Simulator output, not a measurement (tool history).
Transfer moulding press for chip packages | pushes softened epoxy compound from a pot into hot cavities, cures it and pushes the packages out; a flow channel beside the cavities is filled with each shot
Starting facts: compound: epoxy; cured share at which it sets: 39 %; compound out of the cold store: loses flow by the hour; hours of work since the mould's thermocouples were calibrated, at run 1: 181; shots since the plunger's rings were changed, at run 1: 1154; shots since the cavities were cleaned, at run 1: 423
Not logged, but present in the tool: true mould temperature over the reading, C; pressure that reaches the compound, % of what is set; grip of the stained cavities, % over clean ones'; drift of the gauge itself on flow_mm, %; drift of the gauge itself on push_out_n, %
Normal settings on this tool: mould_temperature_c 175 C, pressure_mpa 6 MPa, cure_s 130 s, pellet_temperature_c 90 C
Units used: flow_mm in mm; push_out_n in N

run	hour	mould_temperature_c	pressure_mpa	cure_s	pellet_temperature_c	hours of work since the mould's thermocouples were calibrated	shots since the plunger's rings were changed	shots since the cavities were cleaned	incoming compound's hours out of the cold store	flow_mm	push_out_n
1	0	175	6	130	90	181	1154	423	29.5	816	473
2	20.6	175	6	130	90	191	1302	571	29.4	824	514
3	30.2	175	6	126	90	196	1371	640	21.1	862	571
4	42.5	175	6	130	97	202	1460	729	30.9	813	528
5	56.2	175	6	130	97	208	1558	827	29	819	569
6	74.1	175	6	130	91	217	1687	956	27.6	831	578
7	91	175	6	130	91	225	1809	1078	25.3	830	613
# hour 106.8: cavities cleaned with cleaning compound and waxed
8	112.8	175	6	130	90	235	1955	43	21.7	844	320
9	126.2	175	6	130	86	242	2052	140	27.8	822	360
10	147.8	175	6	130	86	253	2207	295	34.8	792	410
11	157.3	175	6	139	90	257	2275	363	11.3	888	411
12	177.5	175	6	139	90	267	2421	509	27.7	814	460
13	188.5	175	6	130	90	273	2500	588	24.1	836	511
14	209.9	175	6	130	90	283	2654	742	9.2	893	550
15	222.6	175	6	130	92	289	2745	833	16	857	568
16	237.7	167	6.11	124	97	297	2854	942	19.6	869	979
17	255.9	181	6	118	90	306	2985	1073	26.7	802	518
# hour 270.7: cavities cleaned with cleaning compound and waxed
18	274	175	6	130	97	314	3104	23	39.2	774	289
19	283	169	4.72	145	90	318	3169	88	19.1	761	363
20	292.9	169	4.72	145	90	323	3240	159	17.3	765	418
21	302.8	169	4.72	145	90	328	3312	231	13.6	771	449
# hour 315.1: plunger's sealing rings changed
22	319.5	183	5.94	142	96	335	31	333	37.3	780	377
23	339.2	179	4.82	161	98	345	173	475	19.1	767	401
24	353.7	174	6	130	92	352	277	579	8.9	920	530
25	362.4	174	6	130	92	356	340	642	28	834	542
# hour 367.9: mould's thermocouples calibrated
26	375.1	175	6	122	83	4	417	719	32.8	825	576
27	391.7	175	5.01	130	90	12	537	839	39.7	720	546
28	406	175	5.01	130	90	19	640	942	17.4	797	589
29	423.5	175	5.77	129	87	27	765	1067	22.5	836	598

Difference, measured minus no-hidden-state, one row per run. Run-to-run variation is common to both terms; the gauge's own scatter need not be:
run	flow_mm	push_out_n
1	-9	+189
2	-10	+230
3	-11	+259
4	-12	+253
5	-13	+281
6	-14	+294
7	-16	+315
8	-17	+23
9	-17	+72
10	-18	+135
11	-21	+151
12	-21	+191
13	-22	+226
14	-25	+263
15	-25	+278
16	-27	+488
17	-26	+267
18	-25	+14
19	-26	+50
20	-27	+89
21	-28	+123
22	-1	+134
23	-3	+166
24	-4	+227
25	-4	+239
26	-4	+271
27	-4	+267
28	-5	+300
29	-7	+306

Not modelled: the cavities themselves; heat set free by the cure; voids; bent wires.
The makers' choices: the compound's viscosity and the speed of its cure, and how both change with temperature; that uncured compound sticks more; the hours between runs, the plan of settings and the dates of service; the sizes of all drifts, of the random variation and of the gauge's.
